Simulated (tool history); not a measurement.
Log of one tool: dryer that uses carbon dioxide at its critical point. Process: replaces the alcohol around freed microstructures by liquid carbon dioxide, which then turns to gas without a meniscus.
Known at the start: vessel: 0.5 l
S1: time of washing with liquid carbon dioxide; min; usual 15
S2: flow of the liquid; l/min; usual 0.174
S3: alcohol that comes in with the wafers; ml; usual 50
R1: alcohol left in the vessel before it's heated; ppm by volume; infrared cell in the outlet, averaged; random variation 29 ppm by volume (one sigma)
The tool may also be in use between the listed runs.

Run 1, day 0.000: usual settings. Result: R1 2547 ppm by volume.
Run 2, day 0.233: usual settings but S3 64 ml. Result: R1 3434 ppm by volume.
Run 3, day 0.554: usual settings but S3 64 ml. Result: R1 3431 ppm by volume.
Run 4, day 0.842: usual settings but S2 0.129 l/min. Result: R1 7424 ppm by volume.
Run 5, day 1.258: usual settings but S1 19 min, S2 0.129 l/min. Result: R1 3678 ppm by volume.
Run 6, day 1.675: usual settings but S1 12 min, S3 23 ml. Result: R1 2527 ppm by volume.
Run 7, day 2.021: usual settings but S1 22 min, S2 0.269 l/min, S3 41 ml. Result: R1 32 ppm by volume.
Run 8, day 2.375: usual settings but S1 14 min, S2 0.217 l/min, S3 41 ml. Result: R1 1142 ppm by volume.
Run 9, day 2.771: usual settings but S2 0.211 l/min. Result: R1 1226 ppm by volume.
Run 10, day 3.129: usual settings but S3 37 ml. Result: R1 2030 ppm by volume.

5 ways to go on from here, each from the tool as it stands after run 10. What would each give?
Run A, day 3.467: usual settings but S1 14 min, S3 78 ml. Result: R1 ?.
Run B, day 3.467: usual settings but S3 112 ml. Result: R1 ?.
Run C, day 3.467: usual settings but S3 63 ml. Result: R1 ?.
Run D, day 3.467: usual settings but S3 85 ml. Result: R1 ?.
Run E, day 3.467: usual settings but S3 73 ml. Result: R1 ?.

run    R1
  A  5460
  B  6392
  C  3508
  D  4715
  E  3990
Without the tool's hidden state the same runs would have given:
run    R1
  A  3759
  B  4284
  C  2348
  D  3164
  E  2675

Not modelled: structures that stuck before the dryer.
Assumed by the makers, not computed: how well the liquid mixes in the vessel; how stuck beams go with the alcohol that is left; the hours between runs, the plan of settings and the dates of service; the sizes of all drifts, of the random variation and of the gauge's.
